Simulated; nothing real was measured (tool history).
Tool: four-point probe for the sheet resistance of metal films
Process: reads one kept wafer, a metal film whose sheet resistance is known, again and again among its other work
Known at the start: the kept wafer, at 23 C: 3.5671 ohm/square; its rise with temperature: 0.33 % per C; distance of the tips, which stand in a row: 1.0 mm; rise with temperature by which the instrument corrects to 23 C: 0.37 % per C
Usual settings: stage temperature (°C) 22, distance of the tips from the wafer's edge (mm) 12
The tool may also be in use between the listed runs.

run   hour  stage temperature (°C)  distance of the tips from the wafer's edge (mm)  sheet resistance as the instrument gives it (ohm/square)
  1    0.0                      22                                               12                                                  3.592690
  2   35.6                      22                                               12                                                  3.593420
  3   64.1                      22                                               12                                                  3.593669
  4  108.3                      22                                               12                                                  3.594398
  5  136.0                      22                                               12                                                  3.594060
  6  162.5                      27                                               12                                                  3.586452
  7  205.6                      22                                               12                                                  3.595037
  8  241.9                      22                                               35                                                  3.582666
  9  275.7                      22                                               35                                                  3.584310
 10  296.0                      22                                               35                                                  3.581225
 11  342.1                      22                                               35                                                  3.584093
 12  389.4                      22                                               35                                                  3.583047
 13  425.8                      25                                                7                                                  3.616347
 14  456.8                      25                                                7                                                  3.617626
 15  477.2                      20                                               42                                                  3.585422
 16  519.5                      19                                               41                                                  3.587740
 17  554.2                      27                                               56                                                  3.575459
 18  595.8                      25                                               27                                                  3.582297
 19  616.6                      25                                               27                                                  3.580639
 20  662.9                      25                                               27                                                  3.581901

Forecast each of these 3 alternatives for the next run:
     689.9  -- stage's thermometer calibrated
  A  697.9                      21                                               51                                                         ?
     689.9  -- stage's thermometer calibrated
  B  697.9                      22                                               27                                                         ?
     689.9  -- stage's thermometer calibrated
  C  697.9                      29                                               27                                                         ?

run  sheet resistance as the instrument gives it (ohm/square)
  A                                                  3.576352
  B                                                  3.577425
  C                                                  3.569204
Without the tool's hidden state the same runs would have given:
run  sheet resistance as the instrument gives it (ohm/square)
  A                                                  3.570494
  B                                                  3.571568
  C                                                  3.563377
